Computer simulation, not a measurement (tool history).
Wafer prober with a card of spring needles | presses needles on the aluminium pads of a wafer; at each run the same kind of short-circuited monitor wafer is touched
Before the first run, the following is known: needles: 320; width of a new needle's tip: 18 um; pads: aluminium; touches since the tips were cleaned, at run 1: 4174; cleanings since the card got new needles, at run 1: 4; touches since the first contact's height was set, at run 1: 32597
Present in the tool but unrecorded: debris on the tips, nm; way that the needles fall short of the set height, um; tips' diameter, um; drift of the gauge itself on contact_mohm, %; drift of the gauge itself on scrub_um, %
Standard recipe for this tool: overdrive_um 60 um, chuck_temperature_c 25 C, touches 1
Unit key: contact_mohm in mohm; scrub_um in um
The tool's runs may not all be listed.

run   hour  overdrive_um  chuck_temperature_c  touches  touches since the tips were cleaned  cleanings since the card got new needles  touches since the first contact's height was set  contact_mohm  scrub_um
  1      0            60                   25        1                                 4174                                         4                                             32597           163      15.5
       4.8  -- tips cleaned on abrasive film
      19.2  -- tips cleaned on abrasive film
  2   29.3            60                   25        1                                 4341                                         6                                             45031           170     15.44
      33.7  -- tips cleaned on abrasive film
      47.9  -- tips cleaned on abrasive film
  3   47.9            60                   25        1                                    0                                         8                                             52881           141     15.44
      63.2  -- tips cleaned on abrasive film
  4   74.2            60                   25        1                                 4683                                         9                                             64043           170      15.4
      79.3  -- tips cleaned on abrasive film
  5   86.3            60                   25        1                                 2985                                        10                                             69184           161     15.41
      88.9  -- tips cleaned on abrasive film, once more
     103.3  -- tips cleaned on abrasive film
     108.6  -- height of the first contact set anew
  6  113.6            64                   25        1                                 4229                                        12                                              2113           162     16.57
     117.8  -- tips cleaned on abrasive film
     131.8  -- tips cleaned on abrasive film
  7  134.6            64                   25        1                                 1178                                        14                                             10996           149     16.55
     146.9  -- tips cleaned on abrasive film
  8    154            64                   25        1                                 3017                                        15                                             19234           159     16.54
     161.5  -- tips cleaned on abrasive film
  9  169.6            64                   25        1                                 3443                                        16                                             25859           160     16.55
     175.7  -- tips cleaned on abrasive film
 10  185.3            60                   39        1                                 4081                                        17                                             32493           165     15.49
       190  -- tips cleaned on abrasive film
 11  203.1            60                   39        1                                 5600                                        18                                             40070           170     15.47
     205.5  -- tips cleaned on abrasive film
 12  217.6            60                   39        1                                 5145                                        19                                             46192           168     15.47
     219.3  -- tips cleaned on abrasive film
 13  232.7            60                   39        1                                 5693                                        20                                             52603           171     15.46
     234.3  -- tips cleaned on abrasive film
     249.5  -- tips cleaned on abrasive film
 14  250.1            60                   39        1                                  237                                        22                                             59944           148     15.42
     265.4  -- tips cleaned on abrasive film
 15  276.7            60                   39        1                                 4809                                        23                                             71246           168     15.42
     279.4  -- tips cleaned on abrasive film
     294.9  -- tips cleaned on abrasive film
     295.2  -- height of the first contact set anew
 16    304            60                   39        1                                 3775                                        25                                              3775           170     15.52
       309  -- tips cleaned on abrasive film
 17    316            42                   27        3                                 2995                                        26                                              8837           160     10.86
     323.2  -- tips cleaned on abrasive film
 18  332.1            42                   27        3                                 3809                                        27                                             15681           162     10.85
     337.3  -- tips cleaned on abrasive film
     352.4  -- tips cleaned on abrasive film
 19  352.8            72                  117        3                                  169                                        29                                             24400           153     18.61
     366.2  -- tips cleaned on abrasive film
 20  366.2            60                   50        1                                    0                                        30                                             30075           145     15.49
     380.4  -- tips cleaned on abrasive film
 21  389.7            47                   36        1                                 3976                                        31                                             40083           189     12.11
     395.9  -- tips cleaned on abrasive film
     410.9  -- tips cleaned on abrasive film
 22  416.1            47                   36        1                                 2247                                        33                                             51267           170     12.09
     425.3  -- tips cleaned on abrasive film
 23  431.6            50                   56        1                                 2651                                        34                                             57814           175     12.85
     439.8  -- tips cleaned on abrasive film
 24  446.2            44                   28        1                                 2712                                        35                                             64021           175     11.29
     456.1  -- tips cleaned on abrasive film
 25  460.2            44                   26        2                                 1721                                        36                                             69939           160     11.26
     470.9  -- tips cleaned on abrasive film
       482  -- height of the first contact set anew
 26  483.9            53                   25        1                                 5413                                        37                                               810           174     13.74
     485.6  -- tips cleaned on abrasive film
     500.6  -- tips cleaned on abrasive film
 27  509.6            53                   25        1                                 3824                                        39                                             11690           169      13.7
     515.6  -- tips cleaned on abrasive film
     529.4  -- tips cleaned on abrasive film
 28  534.2            58                   25        2                                 2014                                        41                                             22091           153        15
     544.6  -- tips cleaned on abrasive film
     559.1  -- tips cleaned on abrasive film
 29  563.1            58                   25        2                                 1701                                        43                                             34343           154     14.94
     575.4  -- tips cleaned on abrasive film
 30  581.9            58                   25        2                                 2781                                        44                                             42328           158     14.93
     589.9  -- tips cleaned on abrasive film
 31  600.5            57                  111        1                                 4524                                        45                                             50222           183     14.65

Predict each of these 4 candidate next runs independently; none follows another, all start after run 31:
     604.6  -- tips cleaned on abrasive film
  A  616.8            57                  111        3                                 5208                                        46                                             57148             ?         ?
     604.6  -- tips cleaned on abrasive film
  B  616.8            58                  111        1                                 5208                                        46                                             57148             ?         ?
     604.6  -- tips cleaned on abrasive film
  C  616.8            64                   37        1                                 5208                                        46                                             57148             ?         ?
     604.6  -- tips cleaned on abrasive film
  D  616.8            60                   55        1                                 5208                                        46                                             57148             ?         ?

run  contact_mohm  scrub_um
  A           164     14.65
  B           183     14.92
  C           167     16.48
  D           175     15.44
With the hidden condition removed and each run's random variation left untouched, the same runs would have given:
run  contact_mohm  scrub_um
  A           154     14.76
  B           156     15.02
  C           142     16.58
  D           146     15.54
